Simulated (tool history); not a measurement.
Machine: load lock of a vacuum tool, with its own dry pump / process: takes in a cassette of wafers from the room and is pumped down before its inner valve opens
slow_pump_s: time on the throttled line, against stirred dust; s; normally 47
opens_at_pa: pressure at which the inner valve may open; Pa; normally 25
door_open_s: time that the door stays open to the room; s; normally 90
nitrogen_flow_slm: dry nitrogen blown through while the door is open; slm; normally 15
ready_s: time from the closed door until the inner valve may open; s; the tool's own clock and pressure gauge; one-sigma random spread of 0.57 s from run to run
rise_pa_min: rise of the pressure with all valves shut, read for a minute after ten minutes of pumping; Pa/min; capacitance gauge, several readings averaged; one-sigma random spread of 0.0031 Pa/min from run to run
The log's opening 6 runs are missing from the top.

| run | hour | slow_pump_s | opens_at_pa | door_open_s | nitrogen_flow_slm | incoming humidity of the room's air, % | ready_s | rise_pa_min |
|---|---|---|---|---|---|---|---|---|
| 7 | 686.3 | 57 | 29 | 90 | 8 | 46.2 | 102.9 | 0.074 |
| 8 | 780.0 | 57 | 29 | 90 | 8 | 46.3 | 103.1 | 0.075 |
| 9 | 925.9 | 47 | 25 | 90 | 15 | 44.5 | 96.8 | 0.068 |
| 10 | 1037.0 | 47 | 25 | 90 | 15 | 43.7 | 97.6 | 0.064 |
| 11 | 1157.8 | 80 | 25 | 90 | 15 | 41.8 | 122.3 | 0.060 |
| 12 | 1227.3 | 80 | 25 | 90 | 15 | 45.3 | 121.3 | 0.069 |
| 13 | 1319.6 | 80 | 25 | 90 | 15 | 44.4 | 122.0 | 0.059 |
| 14 | 1410.6 | 80 | 25 | 90 | 15 | 47.4 | 121.7 | 0.070 |
| 15 | 1570.0 | 47 | 25 | 222 | 15 | 46.1 | 98.0 | 0.129 |
| 16 | 1642.6 | 47 | 25 | 222 | 15 | 42.4 | 97.3 | 0.117 |
| 17 | 1745.5 | 47 | 25 | 96 | 15 | 46.5 | 97.7 | 0.070 |
| 18 | 1865.4 | 47 | 25 | 218 | 15 | 41.6 | 97.1 | 0.118 |
| 19 | 2022.9 | 47 | 25 | 218 | 15 | 49.1 | 97.6 | 0.134 |
| 20 | 2132.8 | 47 | 25 | 218 | 15 | 45.4 | 97.7 | 0.127 |
| 21 | 2261.4 | 47 | 25 | 93 | 7 | 39.9 | 97.4 | 0.071 |
| 22 | 2389.8 | 47 | 25 | 93 | 7 | 46.6 | 97.8 | 0.077 |
| 23 | 2485.5 | 47 | 25 | 93 | 7 | 41.7 | 97.6 | 0.071 |
| 24 | 2589.7 | 27 | 24 | 76 | 25 | 42.3 | 82.4 | 0.041 |
| 25 | 2688.3 | 47 | 25 | 44 | 21 | 47.8 | 97.8 | 0.035 |
| 26 | 2833.0 | 24 | 25 | 90 | 39 | 45.1 | 81.2 | 0.049 |
| 27 | 2958.1 | 24 | 47 | 167 | 16 | 45.7 | 75.2 | 0.099 |
| 28 | 3034.2 | 24 | 47 | 167 | 16 | 45.3 | 75.5 | 0.095 |
| 29 | 3177.6 | 47 | 34 | 33 | 15 | 46.1 | 94.7 | 0.035 |
| 30 | 3279.6 | 47 | 25 | 88 | 10 | 46.1 | 97.4 | 0.074 |
| 31 | 3369.1 | 57 | 39 | 101 | 24 | 46.4 | 101.4 | 0.065 |

The next listed run, before its measurement:
| 32 | 3496.6 | 57 | 39 | 101 | 24 | 45.5 | ? | ? |

ready_s: 101.6 s
rise_pa_min: 0.059 Pa/min
If the tool had no hidden condition, the same run with the same run-to-run variation would have returned ready_s 101.5 s, rise_pa_min 0.059 Pa/min.
